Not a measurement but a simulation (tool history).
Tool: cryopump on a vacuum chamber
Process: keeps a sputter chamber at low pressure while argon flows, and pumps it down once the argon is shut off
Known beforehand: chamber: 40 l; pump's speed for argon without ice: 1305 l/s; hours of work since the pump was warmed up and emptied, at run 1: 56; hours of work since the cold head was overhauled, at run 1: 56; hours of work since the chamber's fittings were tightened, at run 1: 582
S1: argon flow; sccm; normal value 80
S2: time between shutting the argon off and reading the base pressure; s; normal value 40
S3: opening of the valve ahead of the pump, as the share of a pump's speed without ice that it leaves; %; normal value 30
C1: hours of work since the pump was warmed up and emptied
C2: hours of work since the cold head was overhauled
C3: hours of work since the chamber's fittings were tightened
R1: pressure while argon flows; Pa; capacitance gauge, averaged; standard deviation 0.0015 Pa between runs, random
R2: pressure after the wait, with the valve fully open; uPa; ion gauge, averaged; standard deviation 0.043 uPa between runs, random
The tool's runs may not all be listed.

run,hour,S1,S2,S3,C1,C2,C3,R1,R2
1,0.0,80,40,30,56,56,582,0.3491,2.62
2,11.0,80,40,30,65,65,590,0.3516,2.73
3,20.9,110,40,30,73,73,598,0.4835,2.71
4,38.2,80,40,30,87,87,612,0.3488,2.72
5,52.9,80,40,30,98,98,624,0.3487,2.67
6,62.9,80,40,30,106,106,632,0.3483,2.73
7,81.8,80,40,30,121,121,647,0.3507,2.68
8,101.4,34,40,30,137,137,663,0.1473,2.67
9,123.1,80,40,56,154,154,680,0.1910,2.67
10,141.3,80,40,56,169,169,694,0.1918,2.71
11,152.1,80,78,30,178,178,703,0.3531,1.61
12,167.8,80,94,30,190,190,716,0.3533,1.40
13,179.6,146,100,41,200,200,725,0.4759,1.38
14,198.3,146,100,41,214,214,740,0.4738,1.31
15,221.3,146,132,38,233,233,758,0.5134,1.15
16,233.8,88,40,40,243,243,768,0.2962,2.79
17,245.6,88,40,40,252,252,778,0.2966,2.71
18,268.0,103,40,30,270,270,796,0.4580,2.69
19,281.7,103,40,30,281,281,807,0.4601,2.76
20,292.3,38,21,49,290,290,815,0.1064,4.81
21,314.4,38,21,49,307,307,833,0.1066,4.90

Some steps in R1 between neighbouring runs. How much of each would the tool show without its hidden state too (settings, what came in, random variation), and how much is left for the hidden state, with any gauge scatter that isn't in both results?
What the log doesn't record here: pump's speed, % of a pump's without ice; cold plate's temperature, K; leak into the chamber, uPa l/s; drift of the gauge itself on working_pa, %; drift of the gauge itself on base_upa, %.
Run 12 -> 13: S1 80 -> 146, S2 94 -> 100, S3 30 -> 41. R1 +0.1226 Pa: hidden state +0.0072, all else +0.1154.
Run 15 -> 16: S1 146 -> 88, S2 132 -> 40, S3 38 -> 40. R1 -0.2172 Pa: hidden state -0.0064, all else -0.2108.
Run 19 -> 20: S1 103 -> 38, S2 40 -> 21, S3 30 -> 49. R1 -0.3537 Pa: hidden state -0.0094, all else -0.3443.
